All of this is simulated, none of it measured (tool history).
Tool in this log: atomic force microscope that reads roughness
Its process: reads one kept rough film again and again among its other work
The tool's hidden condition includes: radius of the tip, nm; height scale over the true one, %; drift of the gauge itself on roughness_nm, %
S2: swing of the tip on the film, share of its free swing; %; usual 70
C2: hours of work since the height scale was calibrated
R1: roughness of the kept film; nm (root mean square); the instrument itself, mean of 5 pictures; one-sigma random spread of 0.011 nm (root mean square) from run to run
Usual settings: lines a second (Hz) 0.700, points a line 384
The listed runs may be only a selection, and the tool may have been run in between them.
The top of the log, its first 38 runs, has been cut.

run 39 hour=332.9 | lines_a_second_(Hz)=3.456 S2=69 points_a_line=267 | pictures_with_this_tip=66 C2=333 | R1=2.472
run 40 hour=339.0 | lines_a_second_(Hz)=1.703 S2=67 points_a_line=350 | pictures_with_this_tip=71 C2=336 | R1=2.589
run 41 hour=348.0 | lines_a_second_(Hz)=0.700 S2=70 points_a_line=458 | pictures_with_this_tip=79 C2=342 | R1=2.664
run 42 hour=355.6 | lines_a_second_(Hz)=0.904 S2=57 points_a_line=458 | pictures_with_this_tip=86 C2=346 | R1=2.674
run 43 hour=361.9 | lines_a_second_(Hz)=2.106 S2=87 points_a_line=283 | pictures_with_this_tip=91 C2=350 | R1=2.385
run 44 hour=371.4 | lines_a_second_(Hz)=1.886 S2=87 points_a_line=349 | pictures_with_this_tip=100 C2=355 | R1=2.443
run 45 hour=376.7 | lines_a_second_(Hz)=0.982 S2=56 points_a_line=384 | pictures_with_this_tip=105 C2=358 | R1=2.676
run 46 hour=387.5 | lines_a_second_(Hz)=0.700 S2=88 points_a_line=732 | pictures_with_this_tip=114 C2=364 | R1=2.607
run 47 hour=398.5 | lines_a_second_(Hz)=1.531 S2=74 points_a_line=635 | pictures_with_this_tip=124 C2=371 | R1=2.578
run 48 hour=405.6 | lines_a_second_(Hz)=2.083 S2=70 points_a_line=466 | pictures_with_this_tip=130 C2=375 | R1=2.565
run 49 hour=414.8 | lines_a_second_(Hz)=1.233 S2=75 points_a_line=671 | pictures_with_this_tip=139 C2=380 | R1=2.606
run 50 hour=425.8 | lines_a_second_(Hz)=1.233 S2=67 points_a_line=671 | pictures_with_this_tip=148 C2=386 | R1=2.654
run 51 hour=432.4 | lines_a_second_(Hz)=0.962 S2=76 points_a_line=671 | pictures_with_this_tip=154 C2=390 | R1=2.628
run 52 hour=437.2 | lines_a_second_(Hz)=2.204 S2=71 points_a_line=384 | pictures_with_this_tip=158 C2=393 | R1=2.557
run 53 hour=445.7 | lines_a_second_(Hz)=2.204 S2=71 points_a_line=855 | pictures_with_this_tip=166 C2=398 | R1=2.551

Branching from run 53: 3 alternative next runs. What would each branch give?
run A hour=454.1 | lines_a_second_(Hz)=0.700 S2=74 points_a_line=852 | pictures_with_this_tip=173 C2=403 | R1=?
run B hour=454.1 | lines_a_second_(Hz)=1.641 S2=69 points_a_line=855 | pictures_with_this_tip=173 C2=403 | R1=?
run C hour=454.1 | lines_a_second_(Hz)=3.956 S2=90 points_a_line=616 | pictures_with_this_tip=173 C2=403 | R1=?

run=A R1=2.638
run=B R1=2.606
run=C R1=2.115
What these runs would have given with no unlogged condition in the tool:
run=A R1=2.644
run=B R1=2.613
run=C R1=2.120

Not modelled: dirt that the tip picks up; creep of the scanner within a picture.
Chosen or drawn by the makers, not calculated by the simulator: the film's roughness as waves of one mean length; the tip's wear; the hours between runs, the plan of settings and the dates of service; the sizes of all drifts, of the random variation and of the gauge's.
